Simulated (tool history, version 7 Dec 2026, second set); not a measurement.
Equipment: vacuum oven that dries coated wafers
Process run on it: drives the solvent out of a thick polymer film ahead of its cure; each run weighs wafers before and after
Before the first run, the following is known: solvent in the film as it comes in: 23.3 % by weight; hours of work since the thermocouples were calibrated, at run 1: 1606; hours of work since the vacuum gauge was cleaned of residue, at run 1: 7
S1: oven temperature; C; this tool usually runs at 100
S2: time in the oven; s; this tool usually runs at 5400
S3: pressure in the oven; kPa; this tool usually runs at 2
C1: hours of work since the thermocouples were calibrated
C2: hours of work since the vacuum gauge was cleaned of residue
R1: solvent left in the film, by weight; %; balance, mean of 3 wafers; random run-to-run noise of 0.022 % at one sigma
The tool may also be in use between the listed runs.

Run 1, hour 0: usual settings; C1 1606; C2 7. Result: R1 2.51 %.
Run 2, hour 19.5: usual settings but S3 1.93 kPa; C1 1615; C2 16. Result: R1 2.49 %.
At hour 44.4: oven's thermocouples calibrated.
Run 3, hour 50.2: usual settings but S3 1.93 kPa; C1 3; C2 29. Result: R1 2.89 %.
Run 4, hour 76.4: usual settings; C1 14; C2 40. Result: R1 2.9 %.
Run 5, hour 108.2: usual settings; C1 28; C2 54. Result: R1 2.89 %.
Run 6, hour 138.4: usual settings; C1 42; C2 68. Result: R1 2.93 %.
Run 7, hour 163.4: usual settings; C1 53; C2 79. Result: R1 2.9 %.
Run 8, hour 185.8: usual settings; C1 63; C2 89. Result: R1 2.93 %.
Run 9, hour 220: usual settings; C1 78; C2 104. Result: R1 2.87 %.
Run 10, hour 242.5: usual settings; C1 88; C2 114. Result: R1 2.92 %.
Run 11, hour 281.4: usual settings; C1 106; C2 132. Result: R1 2.89 %.
Run 12, hour 317.2: usual settings; C1 121; C2 148. Result: R1 2.91 %.
Run 13, hour 356.4: usual settings; C1 139; C2 165. Result: R1 2.9 %.
Run 14, hour 376.6: usual settings; C1 148; C2 174. Result: R1 2.87 %.
Run 15, hour 416.4: usual settings; C1 166; C2 192. Result: R1 2.84 %.
Run 16, hour 457.2: usual settings; C1 184; C2 210. Result: R1 2.86 %.
Run 17, hour 478.8: usual settings; C1 193; C2 219. Result: R1 2.85 %.
Run 18, hour 510.1: usual settings; C1 207; C2 233. Result: R1 2.87 %.
Run 19, hour 549.3: usual settings; C1 225; C2 251. Result: R1 2.85 %.
Run 20, hour 594.4: usual settings; C1 245; C2 271. Result: R1 2.9 %.
Run 21, hour 614: usual settings; C1 254; C2 280. Result: R1 2.83 %.
Run 22, hour 641.8: usual settings; C1 266; C2 292. Result: R1 2.88 %.
Run 23, hour 669.3: usual settings; C1 278; C2 304. Result: R1 2.86 %.
Run 24, hour 703.7: usual settings; C1 294; C2 320. Result: R1 2.83 %.
Run 25, hour 730: usual settings but S1 96 C, S3 3.67 kPa; C1 305; C2 331. Result: R1 5.36 %.
Run 26, hour 751.4: usual settings but S1 96 C, S2 8880 s, S3 3.67 kPa; C1 315; C2 341. Result: R1 3.97 %.
Run 27, hour 791: usual settings but S1 93 C, S2 7860 s, S3 5.72 kPa; C1 333; C2 359. Result: R1 7 %.
Run 28, hour 823.8: usual settings but S1 96 C, S2 4740 s; C1 347; C2 373. Result: R1 4.56 %.
Run 29, hour 853.3: usual settings but S1 96 C, S2 4740 s; C1 360; C2 386. Result: R1 4.56 %.
Run 30, hour 880.5: usual settings but S1 96 C, S2 4740 s; C1 372; C2 398. Result: R1 4.53 %.
Run 31, hour 907: usual settings but S1 92 C, S2 7380 s, S3 1.18 kPa; C1 384; C2 410. Result: R1 3.1 %.
Run 32, hour 939.8: usual settings but S1 101 C, S3 1.46 kPa; C1 399; C2 425. Result: R1 2.2 %.
Run 33, hour 964.9: usual settings but S1 101 C, S2 3900 s, S3 1.3 kPa; C1 410; C2 436. Result: R1 3.31 %.
Run 34, hour 1002: usual settings but S1 91 C, S3 6.31 kPa; C1 426; C2 452. Result: R1 9.74 %.
Run 35, hour 1041.7: usual settings but S1 110 C, S2 5940 s, S3 6.38 kPa; C1 444; C2 470. Result: R1 3.78 %.
Run 36, hour 1086.9: usual settings but S1 110 C, S2 5940 s, S3 6.38 kPa; C1 464; C2 490. Result: R1 3.76 %.
Run 37, hour 1120.3: usual settings but S1 108 C, S2 3060 s, S3 3.75 kPa; C1 479; C2 505. Result: R1 3.86 %.
Run 38, hour 1160.1: usual settings but S1 108 C, S2 3060 s, S3 3.75 kPa; C1 497; C2 523. Result: R1 3.85 %.
Run 39, hour 1197.9: usual settings but S1 98 C, S2 3900 s, S3 1.09 kPa; C1 514; C2 540. Result: R1 4.11 %.
Run 40, hour 1241.3: usual settings but S1 89 C, S2 2760 s, S3 1.34 kPa; C1 533; C2 559. Result: R1 10.07 %.
Run 41, hour 1283.6: usual settings but S1 89 C, S2 9360 s, S3 1.67 kPa; C1 552; C2 578. Result: R1 3.49 %.
Run 42, hour 1306.6: usual settings but S1 89 C, S2 3780 s, S3 1.67 kPa; C1 562; C2 588. Result: R1 8.34 %.
Run 43, hour 1325.2: usual settings but S1 111 C, S2 4020 s, S3 1.67 kPa; C1 570; C2 596. Result: R1 1.39 %.
Run 44, hour 1363.6: usual settings but S1 111 C, S2 5100 s, S3 1.67 kPa; C1 588; C2 614. Result: R1 1.13 %.
Run 45, hour 1393.8: usual settings but S1 111 C, S2 7260 s, S3 1.67 kPa; C1 601; C2 627. Result: R1 0.98 %.
Run 46, hour 1432.7: usual settings but S1 109 C; C1 618; C2 644. Result: R1 1.43 %.
Run 47, hour 1456: usual settings but S1 109 C; C1 629; C2 655. Result: R1 1.41 %.

3 ways to go on from here, each from the tool as it stands after run 47. What would each give?
Run A, hour 1476.6: usual settings but S1 108 C, S3 7.24 kPa; C1 638; C2 664. Result: R1 ?.
Run B, hour 1476.6: usual settings but S1 105 C, S2 2880 s; C1 638; C2 664. Result: R1 ?.
Run C, hour 1476.6: usual settings but S2 8520 s, S3 4.29 kPa; C1 638; C2 664. Result: R1 ?.

run    R1
  A  4.59
  B  3.91
  C  3.71
Without the tool's unlogged condition, the same runs would have read:
run    R1
  A  4.91
  B  4.44
  C  3.97
